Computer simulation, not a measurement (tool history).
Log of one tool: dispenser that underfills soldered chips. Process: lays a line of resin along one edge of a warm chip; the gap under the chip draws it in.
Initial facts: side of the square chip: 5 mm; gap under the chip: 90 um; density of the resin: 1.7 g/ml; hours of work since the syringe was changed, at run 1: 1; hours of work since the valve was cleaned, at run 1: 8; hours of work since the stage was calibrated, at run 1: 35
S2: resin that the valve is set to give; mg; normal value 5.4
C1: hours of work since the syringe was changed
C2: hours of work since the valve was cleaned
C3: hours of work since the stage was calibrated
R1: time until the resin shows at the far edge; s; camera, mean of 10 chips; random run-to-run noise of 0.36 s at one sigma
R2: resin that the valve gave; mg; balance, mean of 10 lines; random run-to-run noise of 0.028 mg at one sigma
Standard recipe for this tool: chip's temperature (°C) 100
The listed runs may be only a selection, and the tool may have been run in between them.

Run 1, day 0: usual settings; C1 1; C2 8; C3 35. Result: R1 21.9 s, R2 5.38 mg.
Run 2, day 0.229: usual settings; C1 5; C2 12; C3 39. Result: R1 24.9 s, R2 5.35 mg.
Run 3, day 0.375: usual settings; C1 7; C2 14; C3 41. Result: R1 27.5 s, R2 5.4 mg.
At day 0.529: new syringe of resin.
Run 4, day 0.596: usual settings; C1 1; C2 17; C3 44. Result: R1 20.7 s, R2 5.38 mg.
Run 5, day 0.854: usual settings; C1 5; C2 21; C3 48. Result: R1 23.8 s, R2 5.32 mg.
At day 1.142: new syringe of resin.
Run 6, day 1.179: usual settings; C1 1; C2 26; C3 53. Result: R1 21.2 s, R2 5.3 mg.
Run 7, day 1.525: usual settings; C1 6; C2 31; C3 58. Result: R1 26 s, R2 5.32 mg.
At day 1.762: new syringe of resin.
Run 8, day 1.771: usual settings but chip's temperature (°C) 88; C1 0; C2 35; C3 62. Result: R1 32.3 s, R2 5.26 mg.
Run 9, day 1.921: usual settings but chip's temperature (°C) 88; C1 2; C2 37; C3 64. Result: R1 34.9 s, R2 5.29 mg.
Run 10, day 2.146: usual settings but chip's temperature (°C) 88; C1 6; C2 40; C3 68. Result: R1 40.7 s, R2 5.28 mg.
Run 11, day 2.329: usual settings but chip's temperature (°C) 88; C1 9; C2 43; C3 70. Result: R1 45 s, R2 5.23 mg.
At day 2.379: new syringe of resin.
Run 12, day 2.504: usual settings but chip's temperature (°C) 88; C1 2; C2 46; C3 73. Result: R1 34.8 s, R2 5.22 mg.
Run 13, day 2.842: usual settings but chip's temperature (°C) 88; C1 7; C2 51; C3 78. Result: R1 42.4 s, R2 5.24 mg.
At day 2.988: new syringe of resin.
Run 14, day 3.033: usual settings; C1 1; C2 53; C3 81. Result: R1 20.3 s, R2 5.2 mg.
Run 15, day 3.296: usual settings; C1 5; C2 57; C3 85. Result: R1 23.8 s, R2 5.18 mg.
Run 16, day 3.446: usual settings; C1 7; C2 60; C3 87. Result: R1 26.2 s, R2 5.21 mg.
At day 3.608: new syringe of resin.
Run 17, day 3.679: usual settings but chip's temperature (°C) 95, S2 4.82 mg; C1 1; C2 63; C3 90. Result: R1 26.6 s, R2 4.65 mg.
Run 18, day 3.892: usual settings but chip's temperature (°C) 103, S2 5.81 mg; C1 4; C2 66; C3 94. Result: R1 21.4 s, R2 5.58 mg.
Run 19, day 4.071: usual settings but chip's temperature (°C) 103, S2 5.81 mg; C1 7; C2 69; C3 96. Result: R1 24 s, R2 5.47 mg.
At day 4.229: new syringe of resin.
Run 20, day 4.304: usual settings but chip's temperature (°C) 103, S2 5.81 mg; C1 1; C2 73; C3 100. Result: R1 19.1 s, R2 5.57 mg.
Run 21, day 4.6: usual settings but chip's temperature (°C) 111; C1 6; C2 77; C3 104. Result: R1 16.8 s, R2 5.16 mg.
Run 22, day 4.796: usual settings but chip's temperature (°C) 111; C1 9; C2 80; C3 107. Result: R1 19.2 s, R2 5.06 mg.
At day 4.842: new syringe of resin.
Run 23, day 4.975: usual settings but chip's temperature (°C) 108, S2 6.54 mg; C1 2; C2 83; C3 110. Result: R1 15.4 s, R2 6.19 mg.
Run 24, day 5.179: usual settings but chip's temperature (°C) 108; C1 5; C2 86; C3 113. Result: R1 18.6 s, R2 5.11 mg.
Run 25, day 5.425: usual settings but chip's temperature (°C) 87, S2 6.28 mg; C1 9; C2 89; C3 117. Result: R1 43.9 s, R2 5.95 mg.
At day 5.454: new syringe of resin.
At day 5.675: dispensing valve cleaned and set on the balance.
Run 26, day 5.783: usual settings but chip's temperature (°C) 95, S2 6.28 mg; C1 4; C2 2; C3 121. Result: R1 28.6 s, R2 6.3 mg.
At day 6.117: new syringe of resin.
Run 27, day 6.121: usual settings but chip's temperature (°C) 105, S2 5.24 mg; C1 0; C2 7; C3 126. Result: R1 16.7 s, R2 5.24 mg.
Run 28, day 6.288: usual settings but chip's temperature (°C) 92, S2 4.88 mg; C1 3; C2 9; C3 129. Result: R1 30.9 s, R2 4.87 mg.
Run 29, day 6.496: usual settings but chip's temperature (°C) 92, S2 4.88 mg; C1 6; C2 12; C3 132. Result: R1 34.7 s, R2 4.83 mg.

Below, some changes in R1 between adjacent runs. For each, the amount present without the hidden state too (settings, incoming material, random variation) and the amount remaining for the hidden state with gauge scatter not shared by both compared results:
The hidden state here: resin's viscosity, % of fresh resin's; dose that the valve gives, % of what is set; true chip temperature over the reading, C; drift of the gauge itself on fill_s, %; drift of the gauge itself on given_mg, %.
Run 11 -> 12: new syringe of resin. R1 -10.2 s: hidden state -10.5, all else +0.3.
Run 13 -> 14: chip's temperature (°C) 88 -> 100, new syringe of resin. R1 -22.1 s: hidden state -10.2, all else -11.9.
Run 24 -> 25: chip's temperature (°C) 108 -> 87, S2 5.4 -> 6.28. R1 +25.3 s: hidden state +9.7, all else +15.6.
